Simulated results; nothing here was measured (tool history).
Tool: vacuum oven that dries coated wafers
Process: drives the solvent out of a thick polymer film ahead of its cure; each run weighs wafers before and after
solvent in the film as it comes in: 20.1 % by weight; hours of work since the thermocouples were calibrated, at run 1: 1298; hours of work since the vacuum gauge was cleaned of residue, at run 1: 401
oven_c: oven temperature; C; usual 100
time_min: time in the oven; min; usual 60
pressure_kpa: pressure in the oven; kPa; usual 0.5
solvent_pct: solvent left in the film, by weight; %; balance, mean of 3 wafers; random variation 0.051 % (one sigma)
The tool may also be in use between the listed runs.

| run | hour | oven_c | time_min | pressure_kpa | hours of work since the thermocouples were calibrated | hours of work since the vacuum gauge was cleaned of residue | solvent_pct |
|---|---|---|---|---|---|---|---|
| 1 | 0 | 100 | 60 | 0.5 | 1298 | 401 | 0.93 |
| 2 | 17.4 | 100 | 83 | 0.5 | 1310 | 413 | 0.32 |
| 3 | 38.4 | 100 | 34 | 0.5 | 1325 | 428 | 2.79 |
| 4 | 49.7 | 100 | 34 | 0.5 | 1333 | 436 | 2.85 |
| 5 | 59.6 | 100 | 34 | 0.5 | 1340 | 443 | 2.84 |
| 6 | 76.8 | 100 | 34 | 0.5 | 1352 | 455 | 2.7 |
| 7 | 94.7 | 100 | 34 | 0.5 | 1364 | 467 | 2.76 |
| 8 | 113.4 | 100 | 60 | 0.5 | 1378 | 480 | 0.88 |
| 9 | 131.3 | 100 | 60 | 0.924 | 1390 | 493 | 0.99 |
| 10 | 147.6 | 100 | 60 | 0.5 | 1402 | 504 | 0.8 |
| 11 | 156.9 | 103 | 60 | 0.5 | 1408 | 511 | 0.5 |
| 12 | 176 | 109 | 60 | 0.5 | 1422 | 524 | 0.27 |
| 13 | 192.5 | 100 | 60 | 0.561 | 1433 | 536 | 0.86 |
| 14 | 208.4 | 100 | 60 | 0.561 | 1444 | 547 | 0.84 |
| 15 | 230.5 | 89 | 60 | 0.5 | 1460 | 563 | 3.12 |
| 16 | 241.1 | 89 | 60 | 0.5 | 1467 | 570 | 3.08 |
| 17 | 251.1 | 100 | 60 | 0.5 | 1474 | 577 | 0.9 |
| 18 | 267.5 | 100 | 55 | 0.5 | 1486 | 589 | 1.03 |
| 19 | 282.4 | 100 | 55 | 0.5 | 1496 | 599 | 1.07 |
| 20 | 300.5 | 100 | 55 | 0.5 | 1509 | 612 | 1 |
| 21 | 318.8 | 100 | 55 | 0.5 | 1522 | 625 | 1.05 |
| 22 | 337 | 100 | 55 | 0.5 | 1535 | 637 | 0.98 |
| 23 | 347.8 | 100 | 60 | 1.331 | 1542 | 645 | 1.14 |
| 24 | 360.9 | 100 | 60 | 1.331 | 1551 | 654 | 1.06 |
| 25 | 377.8 | 105 | 76 | 1.159 | 1563 | 666 | 0.57 |
| 26 | 399.7 | 105 | 76 | 1.159 | 1579 | 681 | 0.51 |
| 27 | 417 | 105 | 76 | 1.159 | 1591 | 694 | 0.4 |
| 28 | 429.3 | 109 | 61 | 1.492 | 1599 | 702 | 0.53 |
| 29 | 441.8 | 108 | 60 | 0.823 | 1608 | 711 | 0.3 |
| 30 | 455.6 | 100 | 60 | 0.365 | 1618 | 721 | 0.83 |
| 31 | 473.3 | 91 | 59 | 0.633 | 1630 | 733 | 2.66 |
| 32 | 485.2 | 91 | 50 | 1.729 | 1639 | 742 | 4.09 |
| 33 | 494.4 | 104 | 67 | 0.515 | 1645 | 748 | 0.35 |
| 34 | 512.1 | 89 | 95 | 0.566 | 1658 | 760 | 1.28 |
| 35 | 521.4 | 100 | 105 | 1.163 | 1664 | 767 | 0.56 |
|  | 533.5 | oven's thermocouples calibrated |
| 36 | 535.9 | 100 | 105 | 1.163 | 2 | 776 | 0.57 |
| 37 | 556.3 | 106 | 37 | 0.487 | 16 | 790 | 1.18 |
| 38 | 575.4 | 90 | 37 | 0.277 | 29 | 803 | 5.26 |
| 39 | 587.1 | 109 | 79 | 0.5 | 38 | 812 | 0.12 |
| 40 | 607.4 | 100 | 60 | 1.05 | 52 | 826 | 0.95 |
| 41 | 623.8 | 100 | 60 | 1.05 | 63 | 837 | 1.04 |
| 42 | 639.4 | 97 | 48 | 0.523 | 74 | 848 | 1.98 |
| 43 | 656.8 | 97 | 48 | 0.523 | 87 | 861 | 2.11 |
| 44 | 668.8 | 97 | 48 | 0.523 | 95 | 869 | 1.95 |
| 45 | 683.9 | 99 | 31 | 1.409 | 106 | 880 | 3.87 |
| 46 | 696 | 91 | 60 | 0.29 | 114 | 888 | 2.56 |
| 47 | 716.4 | 91 | 60 | 0.29 | 128 | 902 | 2.34 |

Forecast each of these 4 alternatives for the next run:
| A | 729.1 | 105 | 105 | 0.45 | 137 | 911 | ? |
| B | 729.1 | 91 | 73 | 0.29 | 137 | 911 | ? |
| C | 729.1 | 96 | 105 | 0.29 | 137 | 911 | ? |
| D | 729.1 | 92 | 60 | 0.5 | 137 | 911 | ? |

| run | solvent_pct |
|---|---|
| A | 0.18 |
| B | 1.56 |
| C | 0.32 |
| D | 2.25 |
Without the tool's hidden state the same runs would have given:
| run | solvent_pct |
|---|---|
| A | 0.18 |
| B | 1.56 |
| C | 0.32 |
| D | 2.24 |
